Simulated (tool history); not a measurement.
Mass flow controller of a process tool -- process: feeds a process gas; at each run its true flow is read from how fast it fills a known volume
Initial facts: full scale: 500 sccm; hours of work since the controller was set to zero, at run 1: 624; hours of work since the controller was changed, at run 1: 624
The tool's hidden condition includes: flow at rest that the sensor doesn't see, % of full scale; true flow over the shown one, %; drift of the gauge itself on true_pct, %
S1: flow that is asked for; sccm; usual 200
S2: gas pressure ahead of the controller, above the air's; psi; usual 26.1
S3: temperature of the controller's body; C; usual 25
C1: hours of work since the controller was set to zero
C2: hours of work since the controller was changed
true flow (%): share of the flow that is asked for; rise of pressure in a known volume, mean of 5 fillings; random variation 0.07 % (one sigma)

Run 1, hour 0: usual settings; C1 624; C2 624. Result: true flow (%) 99.07.
Run 2, hour 49.7: usual settings; C1 661; C2 661. Result: true flow (%) 99.04.
Run 3, hour 90.4: usual settings but S1 282 sccm; C1 691; C2 691. Result: true flow (%) 99.33.
Run 4, hour 126.6: usual settings but S1 282 sccm; C1 718; C2 718. Result: true flow (%) 99.29.
Run 5, hour 179.8: usual settings but S1 282 sccm, S3 21 C; C1 758; C2 758. Result: true flow (%) 98.86.
Run 6, hour 256.4: usual settings but S1 282 sccm, S3 21 C; C1 814; C2 814. Result: true flow (%) 99.
Run 7, hour 320.7: usual settings but S1 282 sccm, S3 21 C; C1 862; C2 862. Result: true flow (%) 99.04.
Run 8, hour 381.5: usual settings but S3 26 C; C1 907; C2 907. Result: true flow (%) 99.27.
Run 9, hour 441.3: usual settings but S3 26 C; C1 952; C2 952. Result: true flow (%) 99.2.
Run 10, hour 479: usual settings but S3 35 C; C1 980; C2 980. Result: true flow (%) 99.85.
Run 11, hour 553.6: usual settings; C1 1035; C2 1035. Result: true flow (%) 99.13.
Run 12, hour 611.5: usual settings; C1 1078; C2 1078. Result: true flow (%) 99.05.
Run 13, hour 686.6: usual settings but S1 66 sccm; C1 1133; C2 1133. Result: true flow (%) 99.3.
Run 14, hour 726: usual settings but S1 66 sccm, S2 21.5 psi; C1 1163; C2 1163. Result: true flow (%) 99.43.
Run 15, hour 798.1: usual settings but S1 66 sccm, S2 21.5 psi; C1 1216; C2 1216. Result: true flow (%) 99.49.
Run 16, hour 832.5: usual settings but S1 66 sccm, S2 21.5 psi; C1 1242; C2 1242. Result: true flow (%) 99.4.
Run 17, hour 875.6: usual settings but S1 66 sccm, S2 21.5 psi; C1 1274; C2 1274. Result: true flow (%) 99.44.
Run 18, hour 931.5: usual settings but S3 33 C; C1 1315; C2 1315. Result: true flow (%) 99.78.
Run 19, hour 974: usual settings but S3 33 C; C1 1347; C2 1347. Result: true flow (%) 99.65.
Run 20, hour 1018.5: usual settings but S3 33 C; C1 1380; C2 1380. Result: true flow (%) 99.85.
Run 21, hour 1064.2: usual settings but S1 491 sccm, S3 33 C; C1 1414; C2 1414. Result: true flow (%) 100.73.
Run 22, hour 1131.8: usual settings but S2 25.8 psi; C1 1464; C2 1464. Result: true flow (%) 99.11.
Run 23, hour 1180.1: usual settings but S1 62 sccm; C1 1500; C2 1500. Result: true flow (%) 99.57.
Run 24, hour 1236.8: usual settings but S1 62 sccm; C1 1542; C2 1542. Result: true flow (%) 99.57.
Run 25, hour 1310.1: usual settings but S1 75 sccm, S2 23.4 psi, S3 24 C; C1 1596; C2 1596. Result: true flow (%) 99.37.
Run 26, hour 1374.3: usual settings but S1 75 sccm, S2 23.4 psi, S3 24 C; C1 1644; C2 1644. Result: true flow (%) 99.36.
Run 27, hour 1446.3: usual settings but S1 182 sccm, S2 36.3 psi, S3 34 C; C1 1697; C2 1697. Result: true flow (%) 99.58.
Run 28, hour 1478.3: usual settings but S1 182 sccm, S2 36.3 psi, S3 34 C; C1 1721; C2 1721. Result: true flow (%) 99.49.
Run 29, hour 1543.6: usual settings but S2 23.2 psi, S3 30 C; C1 1769; C2 1769. Result: true flow (%) 99.52.
Run 30, hour 1581.7: usual settings but S2 23.2 psi, S3 30 C; C1 1797; C2 1797. Result: true flow (%) 99.69.
Run 31, hour 1651.9: usual settings but S1 109 sccm, S3 39 C; C1 1850; C2 1850. Result: true flow (%) 100.3.
Run 32, hour 1729.9: usual settings but S1 439 sccm, S2 30.3 psi; C1 1907; C2 1907. Result: true flow (%) 99.59.
Run 33, hour 1788.2: usual settings but S1 186 sccm, S2 36 psi; C1 1951; C2 1951. Result: true flow (%) 98.73.
Run 34, hour 1859.4: usual settings but S1 185 sccm, S3 33 C; C1 2003; C2 2003. Result: true flow (%) 99.69.
Run 35, hour 1923.7: usual settings but S1 338 sccm, S3 34 C; C1 2051; C2 2051. Result: true flow (%) 100.26.
Run 36, hour 1972.7: usual settings but S1 215 sccm, S2 25.8 psi, S3 34 C; C1 2088; C2 2088. Result: true flow (%) 100.
Run 37, hour 2038.8: usual settings but S1 360 sccm, S2 32.1 psi, S3 40 C; C1 2137; C2 2137. Result: true flow (%) 100.52.
Run 38, hour 2084.7: usual settings but S1 256 sccm, S2 32.1 psi, S3 40 C; C1 2171; C2 2171. Result: true flow (%) 100.43.
Run 39, hour 2121.2: usual settings but S1 83 sccm, S2 31.8 psi, S3 29 C; C1 2198; C2 2198. Result: true flow (%) 99.73.
Run 40, hour 2169.3: usual settings but S1 83 sccm, S2 31.8 psi, S3 29 C; C1 2233; C2 2233. Result: true flow (%) 99.69.
Run 41, hour 2225.6: usual settings but S1 202 sccm, S2 28.3 psi, S3 32 C; C1 2275; C2 2275. Result: true flow (%) 99.71.
Run 42, hour 2298.3: usual settings but S3 30 C; C1 2329; C2 2329. Result: true flow (%) 99.47.
Run 43, hour 2373.6: usual settings but S1 151 sccm, S3 40 C; C1 2385; C2 2385. Result: true flow (%) 100.47.
Run 44, hour 2405.6: usual settings but S1 394 sccm, S2 40.2 psi, S3 34 C; C1 2409; C2 2409. Result: true flow (%) 99.98.
Run 45, hour 2460.7: usual settings but S1 290 sccm, S2 40.2 psi, S3 21 C; C1 2449; C2 2449. Result: true flow (%) 98.53.
Run 46, hour 2513.2: usual settings but S1 290 sccm, S2 28.7 psi, S3 21 C; C1 2488; C2 2488. Result: true flow (%) 98.86.
Run 47, hour 2562: usual settings but S1 81 sccm, S2 26 psi, S3 27 C; C1 2525; C2 2525. Result: true flow (%) 99.83.

How would selected steps in true flow (%) from run to run divide? Give the signed amount a tool lacking its hidden state would still show from settings, what came in and random variation, and the signed amount left for the hidden state, including any gauge scatter that is not in both of the compared results.
Run 21 -> 22: S1 491 -> 200, S2 26.1 -> 25.8, S3 33 -> 25. true flow (%) -1.62: hidden state +0.26, all else -1.88.
Run 22 -> 23: S1 200 -> 62, S2 25.8 -> 26.1. true flow (%) +0.46: hidden state +1.01, all else -0.55.
Run 38 -> 39: S1 256 -> 83, S2 32.1 -> 31.8, S3 40 -> 29. true flow (%) -0.7: hidden state +1, all else -1.7.
Run 42 -> 43: S1 200 -> 151, S3 30 -> 40. true flow (%) +1: hidden state +0.22, all else +0.78.
Run 44 -> 45: S1 394 -> 290, S3 34 -> 21. true flow (%) -1.45: hidden state +0.11, all else -1.56.
Run 46 -> 47: S1 290 -> 81, S2 28.7 -> 26, S3 21 -> 27. true flow (%) +0.97: hidden state +1.23, all else -0.26.
